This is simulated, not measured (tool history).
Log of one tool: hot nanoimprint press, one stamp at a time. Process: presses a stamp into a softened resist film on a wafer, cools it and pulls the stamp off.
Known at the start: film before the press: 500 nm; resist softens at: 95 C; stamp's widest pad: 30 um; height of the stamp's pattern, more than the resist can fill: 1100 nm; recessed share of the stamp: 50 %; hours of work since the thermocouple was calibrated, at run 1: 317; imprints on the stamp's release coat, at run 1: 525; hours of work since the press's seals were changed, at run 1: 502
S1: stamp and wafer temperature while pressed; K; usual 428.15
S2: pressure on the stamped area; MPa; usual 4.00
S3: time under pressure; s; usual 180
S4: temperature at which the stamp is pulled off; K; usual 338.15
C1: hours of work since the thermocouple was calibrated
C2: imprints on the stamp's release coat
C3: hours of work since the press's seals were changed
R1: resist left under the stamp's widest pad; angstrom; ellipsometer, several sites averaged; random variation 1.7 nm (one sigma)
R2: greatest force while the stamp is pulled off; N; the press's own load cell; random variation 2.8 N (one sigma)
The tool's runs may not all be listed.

Run 1, hour 0.0: usual settings; C1 317; C2 525; C3 502. Result: R1 2875 angstrom, R2 150 N.
Run 2, hour 22.2: usual settings but S1 418.15 K; C1 327; C2 560; C3 512. Result: R1 3925 angstrom, R2 150 N.
Run 3, hour 47.4: usual settings but S1 418.15 K; C1 338; C2 601; C3 523. Result: R1 3951 angstrom, R2 160 N.
Run 4, hour 75.3: usual settings but S1 418.15 K; C1 350; C2 645; C3 536. Result: R1 3930 angstrom, R2 160 N.
Run 5, hour 115.8: usual settings but S1 418.15 K; C1 368; C2 710; C3 554. Result: R1 3977 angstrom, R2 166 N.
Run 6, hour 154.8: usual settings but S1 418.15 K; C1 386; C2 772; C3 571. Result: R1 3946 angstrom, R2 166 N.
Run 7, hour 185.2: usual settings but S3 149 s; C1 399; C2 820; C3 585. Result: R1 3085 angstrom, R2 167 N.
Run 8, hour 224.1: usual settings but S3 149 s; C1 417; C2 882; C3 602. Result: R1 3071 angstrom, R2 171 N.
Run 9, hour 242.3: usual settings but S3 149 s; C1 425; C2 911; C3 610. Result: R1 3090 angstrom, R2 169 N.
Run 10, hour 282.3: usual settings but S3 149 s, S4 334.15 K; C1 443; C2 975; C3 628. Result: R1 3115 angstrom, R2 175 N.
Run 11, hour 306.1: usual settings but S3 149 s, S4 334.15 K; C1 453; C2 1013; C3 639. Result: R1 3124 angstrom, R2 182 N.
Run 12, hour 346.4: usual settings but S1 431.15 K; C1 471; C2 1077; C3 656. Result: R1 2657 angstrom, R2 182 N.
Run 13, hour 385.0: usual settings but S1 431.15 K; C1 488; C2 1138; C3 674. Result: R1 2690 angstrom, R2 180 N.
At hour 403.5: plate thermocouple calibrated.
Run 14, hour 412.0: usual settings but S1 431.15 K; C1 4; C2 1177; C3 684. Result: R1 2518 angstrom, R2 176 N.
Run 15, hour 441.7: usual settings but S4 341.15 K; C1 17; C2 1224; C3 698. Result: R1 2781 angstrom, R2 181 N.
Run 16, hour 479.0: usual settings but S1 434.15 K, S2 5.23 MPa, S3 137 s, S4 334.15 K; C1 34; C2 1283; C3 714. Result: R1 2180 angstrom, R2 185 N.
Run 17, hour 496.0: usual settings but S1 439.15 K, S2 4.50 MPa, S3 260 s, S4 340.15 K; C1 41; C2 1311; C3 722. Result: R1 1609 angstrom, R2 185 N.
Run 18, hour 536.3: usual settings but S1 427.15 K, S4 333.15 K; C1 59; C2 1375; C3 740. Result: R1 2890 angstrom, R2 198 N.
Run 19, hour 573.8: usual settings but S1 427.15 K, S4 333.15 K; C1 76; C2 1434; C3 756. Result: R1 2965 angstrom, R2 199 N.
Run 20, hour 604.2: usual settings but S2 3.25 MPa, S3 153 s, S4 345.15 K; C1 89; C2 1483; C3 770. Result: R1 3205 angstrom, R2 186 N.
Run 21, hour 638.9: usual settings but S2 4.87 MPa, S3 153 s, S4 343.15 K; C1 105; C2 1538; C3 785. Result: R1 2720 angstrom, R2 186 N.
Run 22, hour 655.8: usual settings but S2 4.87 MPa, S3 153 s, S4 343.15 K; C1 112; C2 1565; C3 793. Result: R1 2731 angstrom, R2 193 N.
Run 23, hour 682.2: usual settings but S2 4.87 MPa, S3 153 s; C1 124; C2 1607; C3 805. Result: R1 2737 angstrom, R2 205 N.
At hour 727.2: press's hydraulic seals changed and the load cell set to zero.
Run 24, hour 727.2: usual settings but S2 2.56 MPa, S4 327.15 K; C1 141; C2 1666; C3 0. Result: R1 3437 angstrom, R2 225 N.
Run 25, hour 762.7: usual settings but S3 114 s, S4 326.15 K; C1 156; C2 1723; C3 16. Result: R1 3179 angstrom, R2 230 N.
Run 26, hour 781.6: usual settings but S3 114 s, S4 326.15 K; C1 165; C2 1753; C3 24. Result: R1 3123 angstrom, R2 220 N.
Run 27, hour 802.9: usual settings but S3 114 s, S4 326.15 K; C1 174; C2 1787; C3 34. Result: R1 3146 angstrom, R2 221 N.
Run 28, hour 820.7: usual settings but S3 114 s, S4 326.15 K; C1 182; C2 1815; C3 42. Result: R1 3149 angstrom, R2 225 N.
Run 29, hour 852.5: usual settings but S1 420.15 K; C1 196; C2 1866; C3 56. Result: R1 3590 angstrom, R2 216 N.

Forecast each of these 3 alternatives for the next run:
Run A, hour 887.5: usual settings but S1 421.15 K, S2 6.16 MPa, S3 305 s; C1 212; C2 1921; C3 71. Result: R1 ?, R2 ?.
Run B, hour 887.5: usual settings but S1 435.15 K, S2 4.83 MPa, S4 329.15 K; C1 212; C2 1921; C3 71. Result: R1 ?, R2 ?.
Run C, hour 887.5: usual settings but S1 420.15 K, S3 232 s; C1 212; C2 1921; C3 71. Result: R1 ?, R2 ?.

run    R1   R2
  A  2527  216
  B  1997  232
  C  3460  212
Without the tool's hidden state the same runs would have given:
run    R1   R2
  A  2423  126
  B  1927  136
  C  3352  124
